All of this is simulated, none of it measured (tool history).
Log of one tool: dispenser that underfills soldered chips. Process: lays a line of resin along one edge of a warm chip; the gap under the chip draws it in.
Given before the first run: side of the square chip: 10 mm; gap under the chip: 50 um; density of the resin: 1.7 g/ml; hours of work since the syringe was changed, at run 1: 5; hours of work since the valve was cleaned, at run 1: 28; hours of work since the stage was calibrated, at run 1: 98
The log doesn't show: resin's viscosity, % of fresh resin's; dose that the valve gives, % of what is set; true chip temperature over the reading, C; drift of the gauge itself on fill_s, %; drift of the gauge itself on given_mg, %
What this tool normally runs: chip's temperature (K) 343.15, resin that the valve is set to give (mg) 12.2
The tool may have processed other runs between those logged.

run,day,chip's temperature (K),resin that the valve is set to give (mg),hours of work since the syringe was changed,hours of work since the valve was cleaned,hours of work since the stage was calibrated,time until the resin shows at the far edge (s),resin that the valve gave (mg)
1,0,343.15,12.2,5,28,98,58.4,12.04
# day 0.283: new syringe of resin
2,0.321,343.15,12.2,1,34,104,47,12.05
3,0.75,352.15,12.2,9,42,112,41.6,12
# day 0.862: new syringe of resin
4,0.992,352.15,12.2,2,46,116,31.9,12.02
5,1.262,352.15,12.2,8,51,121,37.5,11.94
# day 1.421: new syringe of resin
6,1.642,352.15,12.2,4,58,128,33.4,11.93
7,1.838,352.15,12.2,8,62,132,39.3,11.93
# day 1.992: new syringe of resin
8,2.2,352.15,12.2,4,69,139,33.1,11.84
9,2.504,343.15,14.5,10,74,144,63.4,14.07
# day 2.575: new syringe of resin
10,2.712,343.15,14.9,3,78,148,48.1,14.48
11,3.092,343.15,14.9,10,85,155,64,14.41
# day 3.133: new syringe of resin
12,3.475,343.15,14.9,6,92,162,56.2,14.37

What will run 13 give?
# day 3.692: new syringe of resin
13,3.729,338.15,12.1,1,97,167,?,?

Run 13 yielded time until the resin shows at the far edge (s) 62.8, resin that the valve gave (mg) 11.67.
If the tool had no hidden condition, the same run with the same run-to-run variation would have returned time until the resin shows at the far edge (s) 61.2, resin that the valve gave (mg) 12.12.
